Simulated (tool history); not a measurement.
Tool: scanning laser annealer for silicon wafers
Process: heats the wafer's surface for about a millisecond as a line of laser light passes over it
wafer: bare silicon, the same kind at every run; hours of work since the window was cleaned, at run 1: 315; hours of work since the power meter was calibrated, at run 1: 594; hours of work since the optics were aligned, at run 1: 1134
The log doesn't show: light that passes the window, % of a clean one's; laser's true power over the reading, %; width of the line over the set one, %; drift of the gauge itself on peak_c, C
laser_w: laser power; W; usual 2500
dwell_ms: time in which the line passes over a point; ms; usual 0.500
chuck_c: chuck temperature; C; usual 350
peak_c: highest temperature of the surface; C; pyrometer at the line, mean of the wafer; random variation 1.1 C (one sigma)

run	hour	laser_w	dwell_ms	chuck_c	hours of work since the window was cleaned	hours of work since the power meter was calibrated	hours of work since the optics were aligned	peak_c
1	0.0	2500	0.500	350	315	594	1134	1161
2	23.3	2500	0.500	350	326	605	1146	1160
3	45.7	2500	0.500	311	337	616	1157	1121
4	65.2	2500	0.500	318	347	626	1166	1127
5	78.7	2716	0.500	318	353	633	1173	1192
6	111.1	2500	0.500	350	369	649	1189	1158
7	130.3	2500	0.500	355	379	658	1198	1162
8	151.7	2500	0.354	355	389	669	1209	1028
9	175.2	2225	0.500	350	401	680	1220	1074
10	201.2	2589	0.500	350	414	693	1233	1185
11	214.5	2589	0.500	350	420	700	1240	1183
12	235.0	2589	0.424	350	430	710	1250	1113
# hour 239.4: laser's power meter calibrated
13	252.3	2147	0.357	373	437	6	1257	959
14	277.7	2389	0.558	350	450	19	1269	1167
15	292.9	2389	0.558	350	457	26	1277	1167
# hour 318.8: laser's power meter calibrated, once more
16	321.7	2389	0.558	350	470	1	1290	1165
17	348.9	2389	0.558	350	483	15	1303	1163
18	374.8	2674	0.462	355	496	28	1316	1178
19	391.4	2739	0.383	342	504	36	1324	1101
20	411.7	2739	0.383	342	514	46	1334	1102
21	439.9	2739	0.383	342	528	60	1348	1104
22	463.3	2745	0.500	338	540	71	1359	1215
23	481.8	2745	0.500	338	549	80	1369	1212

3 ways to go on from here, each from the tool as it stands after run 23. What would each give?
A	502.9	2528	0.500	350	559	91	1379	?
B	502.9	2500	0.525	350	559	91	1379	?
C	502.9	2745	0.553	338	559	91	1379	?

run	peak_c
A	1158
B	1171
C	1261
Without the tool's hidden state the same runs would have given:
run	peak_c
A	1182
B	1195
C	1289
